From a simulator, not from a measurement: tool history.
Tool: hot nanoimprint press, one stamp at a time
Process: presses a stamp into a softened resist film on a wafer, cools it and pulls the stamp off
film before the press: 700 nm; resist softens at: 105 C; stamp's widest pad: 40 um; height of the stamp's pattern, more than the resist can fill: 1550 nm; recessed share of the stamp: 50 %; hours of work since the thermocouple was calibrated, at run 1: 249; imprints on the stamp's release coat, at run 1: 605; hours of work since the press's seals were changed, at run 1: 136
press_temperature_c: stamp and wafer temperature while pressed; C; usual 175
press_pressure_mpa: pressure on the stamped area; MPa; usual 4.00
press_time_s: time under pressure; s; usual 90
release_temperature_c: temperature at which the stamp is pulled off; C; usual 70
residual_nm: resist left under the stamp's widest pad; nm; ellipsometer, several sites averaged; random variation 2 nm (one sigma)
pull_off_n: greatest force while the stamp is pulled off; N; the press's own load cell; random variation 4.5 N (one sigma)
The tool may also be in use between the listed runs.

run	day	press_temperature_c	press_pressure_mpa	press_time_s	release_temperature_c	hours of work since the thermocouple was calibrated	imprints on the stamp's release coat	hours of work since the press's seals were changed	residual_nm	pull_off_n
1	0.000	175	4.00	90	70	249	605	136	325.1	237
2	0.346	175	4.00	45	70	254	622	141	403.9	258
3	0.712	175	4.00	45	70	259	640	146	403.8	254
4	1.017	175	4.00	45	70	262	654	150	409.4	251
5	1.492	175	4.00	61	70	269	677	156	367.4	264
6	1.754	175	4.00	61	70	272	690	159	368.4	240
7	2.162	175	4.00	61	70	277	710	164	367.9	243
8	2.454	179	4.00	61	72	281	724	168	325.8	258
9	2.821	179	4.00	61	72	286	741	173	317.4	255
10	3.083	182	4.00	90	67	289	754	176	250.6	274
11	3.388	182	3.66	52	77	293	769	180	318.0	244
12	3.683	182	3.66	52	77	297	783	184	318.8	240
13	4.058	185	5.97	136	55	302	801	189	153.2	280

Forecast each of these 5 alternatives for the next run:
A	4.350	175	2.51	90	70	306	815	193	?	?
B	4.350	185	2.85	136	65	306	815	193	?	?
C	4.350	174	4.00	90	70	306	815	193	?	?
D	4.350	185	5.30	132	74	306	815	193	?	?
E	4.350	175	2.68	90	74	306	815	193	?	?

run	residual_nm	pull_off_n
A	392.3	257
B	227.9	271
C	328.9	274
D	163.9	249
E	386.9	252
Without the tool's hidden state the same runs would have given:
run	residual_nm	pull_off_n
A	402.8	214
B	234.1	226
C	337.5	228
D	167.2	207
E	397.3	210

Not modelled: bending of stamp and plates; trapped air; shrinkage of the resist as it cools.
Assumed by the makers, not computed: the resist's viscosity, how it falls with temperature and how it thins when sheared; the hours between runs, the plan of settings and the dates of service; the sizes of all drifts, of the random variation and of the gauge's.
